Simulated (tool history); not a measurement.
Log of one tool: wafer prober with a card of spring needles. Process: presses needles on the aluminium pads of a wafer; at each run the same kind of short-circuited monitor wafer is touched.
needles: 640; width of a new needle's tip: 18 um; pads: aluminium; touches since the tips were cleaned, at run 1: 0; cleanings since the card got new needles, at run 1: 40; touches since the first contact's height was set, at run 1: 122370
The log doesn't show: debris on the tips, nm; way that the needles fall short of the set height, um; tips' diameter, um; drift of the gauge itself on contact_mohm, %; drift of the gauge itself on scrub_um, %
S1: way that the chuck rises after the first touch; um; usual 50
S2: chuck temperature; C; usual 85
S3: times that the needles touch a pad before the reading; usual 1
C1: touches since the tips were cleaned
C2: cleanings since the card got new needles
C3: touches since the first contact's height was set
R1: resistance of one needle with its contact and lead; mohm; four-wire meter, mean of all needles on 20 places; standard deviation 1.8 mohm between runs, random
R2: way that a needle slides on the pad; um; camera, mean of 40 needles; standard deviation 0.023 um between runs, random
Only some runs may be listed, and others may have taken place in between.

run	hour	S1	S2	S3	C1	C2	C3	R1	R2
1	0	50	85	1	0	40	122370	189	10.92
# hour 4: height of the first contact set anew
# hour 12.9: tips cleaned on abrasive film
2	16.7	50	85	1	1962	41	6520	188	10.97
# hour 24: tips cleaned on abrasive film
3	34.4	50	85	1	5364	42	15577	189	10.97
# hour 36.8: tips cleaned on abrasive film
# hour 47.7: tips cleaned on abrasive film
4	48.6	50	56	1	471	44	22818	183	10.94
# hour 58.8: tips cleaned on abrasive film
# hour 70.1: tips cleaned on abrasive film
5	73.1	50	56	1	1541	46	35362	179	10.97
# hour 81.5: tips cleaned on abrasive film
6	84.6	50	85	1	1564	47	41215	186	10.97
# hour 92.7: tips cleaned on abrasive film
# hour 104.9: tips cleaned on abrasive film
7	108.2	35	85	1	1708	49	53311	206	7.66
# hour 116.6: tips cleaned on abrasive film
# hour 127.8: tips cleaned on abrasive film
8	129.2	35	85	1	697	51	64010	208	7.69
# hour 138.4: tips cleaned on abrasive film
9	142.5	50	108	1	2116	52	70820	192	10.93
# hour 149.9: tips cleaned on abrasive film
# hour 161.1: tips cleaned on abrasive film
10	161.1	50	108	1	0	54	80338	193	10.94
# hour 173.4: tips cleaned on abrasive film
11	182.2	50	108	1	4533	55	91143	191	10.9
# hour 184.8: tips cleaned on abrasive film
# hour 196.3: tips cleaned on abrasive film
12	201.7	50	70	1	2780	57	101084	182	10.87
# hour 207.8: tips cleaned on abrasive film
13	215.6	50	85	1	4020	58	108245	184	10.88
# hour 220: tips cleaned on abrasive film
# hour 230.7: tips cleaned on abrasive film
14	237.9	50	85	2	3720	60	119606	188	10.94
# hour 241.9: tips cleaned on abrasive film
# hour 248.8: height of the first contact set anew
# hour 254.4: tips cleaned on abrasive film
15	254.4	50	85	2	0	62	2850	186	10.96
# hour 265.9: tips cleaned on abrasive film
# hour 276.5: tips cleaned on abrasive film
16	277.4	50	85	2	484	64	14620	187	10.98
# hour 287.8: tips cleaned on abrasive film
17	296.4	50	92	2	4428	65	24345	189	10.95
# hour 299.6: tips cleaned on abrasive film
# hour 310.4: tips cleaned on abrasive film
18	317.2	49	74	3	3492	67	34967	186	10.77
# hour 322.8: tips cleaned on abrasive film
# hour 334.3: tips cleaned on abrasive film
19	339.2	49	74	3	2529	69	46228	187	10.78
# hour 345: tips cleaned on abrasive film
# hour 355.5: tips cleaned on abrasive film
# hour 366.1: tips cleaned on abrasive film
20	366.1	50	26	1	0	72	59925	170	10.93
# hour 377.4: tips cleaned on abrasive film
21	381.4	50	26	1	2038	73	67765	173	10.98
# hour 389.1: tips cleaned on abrasive film
# hour 400.8: tips cleaned on abrasive film
22	401.5	50	26	1	370	75	78024	170	10.95
# hour 412.4: tips cleaned on abrasive film
23	421.8	54	54	1	4867	76	88452	173	11.83
# hour 424.3: tips cleaned on abrasive film
24	433.4	68	54	2	4689	77	94377	168	14.91
# hour 435.5: tips cleaned on abrasive film
# hour 446.7: tips cleaned on abrasive film
25	453.2	56	85	1	3335	79	104484	184	12.24
# hour 458.9: tips cleaned on abrasive film
26	467.4	46	85	3	4405	80	111786	191	10.01
# hour 469.9: tips cleaned on abrasive film
# hour 480.7: tips cleaned on abrasive film
27	480.7	46	85	3	0	82	118531	191	10.09
# hour 492: tips cleaned on abrasive film
# hour 492.3: height of the first contact set anew
# hour 503.4: tips cleaned on abrasive film
28	504.2	44	39	2	434	84	6081	182	9.62
# hour 515.3: tips cleaned on abrasive film
# hour 527.8: tips cleaned on abrasive film
29	530.9	63	94	3	1570	86	19725	183	13.79
# hour 538.4: tips cleaned on abrasive film
30	543.4	63	94	3	2599	87	26154	179	13.78
# hour 549.5: tips cleaned on abrasive film
31	555.2	57	85	1	2981	88	32200	184	12.48

Hidden condition of the tool, last listed run before each entry between runs versus first listed run after:
Logged between run 1 and run 2: height of the first contact set anew (hour 4); tips cleaned on abrasive film (hour 12.9)
  debris on the tips, nm: 0 -> 0.1
Logged between run 2 and run 3: tips cleaned on abrasive film (hour 24)
  debris on the tips, nm: 0.1 -> 0.2
Logged between run 3 and run 4: tips cleaned on abrasive film (hour 36.8); tips cleaned on abrasive film (hour 47.7)
  debris on the tips, nm: 0.2 -> 0.1
Logged between run 4 and run 5: tips cleaned on abrasive film (hour 58.8); tips cleaned on abrasive film (hour 70.1)
  the hidden state is the same at both runs
Logged between run 5 and run 6: tips cleaned on abrasive film (hour 81.5)
  the hidden state is the same at both runs
Logged between run 6 and run 7: tips cleaned on abrasive film (hour 92.7); tips cleaned on abrasive film (hour 104.9)
  the hidden state is the same at both runs
Logged between run 7 and run 8: tips cleaned on abrasive film (hour 116.6); tips cleaned on abrasive film (hour 127.8)
  the hidden state is the same at both runs
Logged between run 8 and run 9: tips cleaned on abrasive film (hour 138.4)
  the hidden state is the same at both runs
Logged between run 9 and run 10: tips cleaned on abrasive film (hour 149.9); tips cleaned on abrasive film (hour 161.1)
  debris on the tips, nm: 0.1 -> 0
Logged between run 10 and run 11: tips cleaned on abrasive film (hour 173.4)
  debris on the tips, nm: 0 -> 0.2
Logged between run 11 and run 12: tips cleaned on abrasive film (hour 184.8); tips cleaned on abrasive film (hour 196.3)
  debris on the tips, nm: 0.2 -> 0.1
Logged between run 12 and run 13: tips cleaned on abrasive film (hour 207.8)
  debris on the tips, nm: 0.1 -> 0.2
Logged between run 13 and run 14: tips cleaned on abrasive film (hour 220); tips cleaned on abrasive film (hour 230.7)
  the hidden state is the same at both runs
Logged between run 14 and run 15: tips cleaned on abrasive film (hour 241.9); height of the first contact set anew (hour 248.8); tips cleaned on abrasive film (hour 254.4)
  debris on the tips, nm: 0.2 -> 0
Logged between run 15 and run 16: tips cleaned on abrasive film (hour 265.9); tips cleaned on abrasive film (hour 276.5)
  the hidden state is the same at both runs
Logged between run 16 and run 17: tips cleaned on abrasive film (hour 287.8)
  debris on the tips, nm: 0 -> 0.2
Logged between run 17 and run 18: tips cleaned on abrasive film (hour 299.6); tips cleaned on abrasive film (hour 310.4)
  the hidden state is the same at both runs
Logged between run 18 and run 19: tips cleaned on abrasive film (hour 322.8); tips cleaned on abrasive film (hour 334.3)
  debris on the tips, nm: 0.2 -> 0.1
Logged between run 19 and run 20: tips cleaned on abrasive film (hour 345); tips cleaned on abrasive film (hour 355.5); tips cleaned on abrasive film (hour 366.1)
  debris on the tips, nm: 0.1 -> 0
Logged between run 20 and run 21: tips cleaned on abrasive film (hour 377.4)
  debris on the tips, nm: 0 -> 0.1
Logged between run 21 and run 22: tips cleaned on abrasive film (hour 389.1); tips cleaned on abrasive film (hour 400.8)
  debris on the tips, nm: 0.1 -> 0
Logged between run 22 and run 23: tips cleaned on abrasive film (hour 412.4)
  debris on the tips, nm: 0 -> 0.2; tips' diameter, um: 18 -> 18.01
Logged between run 23 and run 24: tips cleaned on abrasive film (hour 424.3)
  the hidden state is the same at both runs
Logged between run 24 and run 25: tips cleaned on abrasive film (hour 435.5); tips cleaned on abrasive film (hour 446.7)
  the hidden state is the same at both runs
Logged between run 25 and run 26: tips cleaned on abrasive film (hour 458.9)
  the hidden state is the same at both runs
Logged between run 26 and run 27: tips cleaned on abrasive film (hour 469.9); tips cleaned on abrasive film (hour 480.7)
  debris on the tips, nm: 0.2 -> 0
Logged between run 27 and run 28: tips cleaned on abrasive film (hour 492); height of the first contact set anew (hour 492.3); tips cleaned on abrasive film (hour 503.4)
  the hidden state is the same at both runs
Logged between run 28 and run 29: tips cleaned on abrasive film (hour 515.3); tips cleaned on abrasive film (hour 527.8)
  debris on the tips, nm: 0 -> 0.1
Logged between run 29 and run 30: tips cleaned on abrasive film (hour 538.4)
  debris on the tips, nm: 0.1 -> 0.2
Logged between run 30 and run 31: tips cleaned on abrasive film (hour 549.5)
  the hidden state is the same at both runs
